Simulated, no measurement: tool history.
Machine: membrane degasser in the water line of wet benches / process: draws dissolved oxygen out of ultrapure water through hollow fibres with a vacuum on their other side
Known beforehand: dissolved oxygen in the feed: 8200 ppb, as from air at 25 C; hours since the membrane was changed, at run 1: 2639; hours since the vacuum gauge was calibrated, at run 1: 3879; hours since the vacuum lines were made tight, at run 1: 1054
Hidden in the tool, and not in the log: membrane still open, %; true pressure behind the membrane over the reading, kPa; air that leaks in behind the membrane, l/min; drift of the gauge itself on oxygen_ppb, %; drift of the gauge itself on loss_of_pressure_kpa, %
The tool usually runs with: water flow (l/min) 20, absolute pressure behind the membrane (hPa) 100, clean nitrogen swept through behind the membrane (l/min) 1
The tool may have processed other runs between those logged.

run    hour  water flow (l/min)  absolute pressure behind the membrane (hPa)  clean nitrogen swept through behind the membrane (l/min)  hours since the membrane was changed  hours since the vacuum gauge was calibrated  hours since the vacuum lines were made tight  dissolved oxygen in the water behind the degasser (ppb)  pressure that the water loses in the fibres (hPa)
  1       0                  20                                          100                                                         1                                  2639                                         3879                                          1054                                                    304.8                                              486.4
       41.1  -- vacuum gauge calibrated
  2    73.9                  20                                          215                                                         1                                  2712                                           33                                          1127                                                    753.2                                              489.6
  3   141.4                  20                                          215                                                         1                                  2780                                          100                                          1195                                                    755.1                                              488.6
  4   206.6                  20                                          100                                                         1                                  2845                                          166                                          1260                                                    296.2                                              491.9
  5   257.3                  20                                          100                                                         1                                  2896                                          216                                          1311                                                    297.4                                              490.8
  6     289                  12                                          100                                                         1                                  2927                                          248                                          1342                                                    187.9                                              291.8
  7   344.5                  12                                          100                                                         1                                  2983                                          303                                          1398                                                      188                                              294.8
  8   384.5                  12                                          100                                                         1                                  3023                                          343                                          1438                                                    188.3                                              296.2
  9     423                  12                                          135                                                         1                                  3061                                          382                                          1476                                                    281.4                                              294.1
 10   475.7                  16                                          100                                                         1                                  3114                                          435                                          1529                                                    243.7                                              392.9
 11   525.8                  20                                           87                                                         1                                  3164                                          485                                          1579                                                    242.9                                              489.8
 12   586.1                  20                                           87                                                         1                                  3225                                          545                                          1639                                                    242.3                                              487.8
 13   629.9                  20                                           87                                                         1                                  3268                                          589                                          1683                                                    243.3                                              488.7
 14   699.8                  20                                           87                                                         1                                  3338                                          659                                          1753                                                    243.3                                              492.9
 15   733.3                  20                                          100                                                         1                                  3372                                          692                                          1787                                                    297.5                                              487.7
 16     797                  20                                          163                                                         1                                  3435                                          756                                          1850                                                    555.7                                              495.8
 17   840.5                  20                                          163                                                         1                                  3479                                          799                                          1894                                                    555.7                                              489.7
 18   871.5                  20                                          163                                                         1                                  3510                                          830                                          1925                                                    553.5                                              492.2
 19   903.4                  16                                           63                                                      0.95                                  3542                                          862                                          1957                                                    119.3                                                394
 20   941.9                  13                                          100                                                      0.46                                  3580                                          901                                          1995                                                    397.3                                              319.4
 21     980                  21                                           64                                                      2.97                                  3618                                          939                                          2033                                                     57.6                                              516.5
 22    1028                  21                                           64                                                      2.97                                  3666                                          987                                          2081                                                     57.8                                              514.4
 23  1073.1                  19                                           64                                                      2.97                                  3712                                         1032                                          2126                                                     51.9                                              471.7
 24  1148.6                  29                                          100                                                       0.4                                  3787                                         1108                                          2202                                                      802                                              709.4
 25  1194.5                  20                                          100                                                      0.64                                  3833                                         1153                                          2248                                                    432.3                                              492.4
 26  1271.2                  15                                          102                                                      0.56                                  3910                                         1230                                          2324                                                    391.1                                              370.8
 27  1321.5                  18                                          100                                                         1                                  3960                                         1280                                          2375                                                      273                                              438.4
 28  1353.4                  18                                          100                                                         1                                  3992                                         1312                                          2407                                                    272.8                                              444.8
 29  1386.5                  18                                          100                                                         1                                  4025                                         1345                                          2440                                                    272.5                                                443
 30  1428.6                  18                                          100                                                         1                                  4067                                         1388                                          2482                                                    273.7                                                444
 31  1492.5                  16                                          165                                                      0.56                                  4131                                         1451                                          2546                                                    755.1                                              396.6

Consider 4 possible next runs. They are alternatives, not a sequence: every one starts from the tool as it was left by run 31. What does each give?
  A  1565.5                  30                                          165                                                      0.56                                  4204                                         1524                                          2619                                                        ?                                                  ?
  B  1565.5                  15                                          230                                                         1                                  4204                                         1524                                          2619                                                        ?                                                  ?
  C  1565.5                  22                                           89                                                      2.46                                  4204                                         1524                                          2619                                                        ?                                                  ?
  D  1565.5                  13                                          121                                                      0.48                                  4204                                         1524                                          2619                                                        ?                                                  ?

run  dissolved oxygen in the water behind the degasser (ppb)  pressure that the water loses in the fibres (hPa)
  A                                                   1201.3                                                744
  B                                                    641.4                                              369.1
  C                                                    125.5                                              540.8
  D                                                    498.1                                              318.2
Without the tool's hidden state the same runs would have given:
run  dissolved oxygen in the water behind the degasser (ppb)  pressure that the water loses in the fibres (hPa)
  A                                                   1194.9                                              731.1
  B                                                    635.2                                              362.7
  C                                                    122.9                                              531.4
  D                                                    492.3                                              312.7
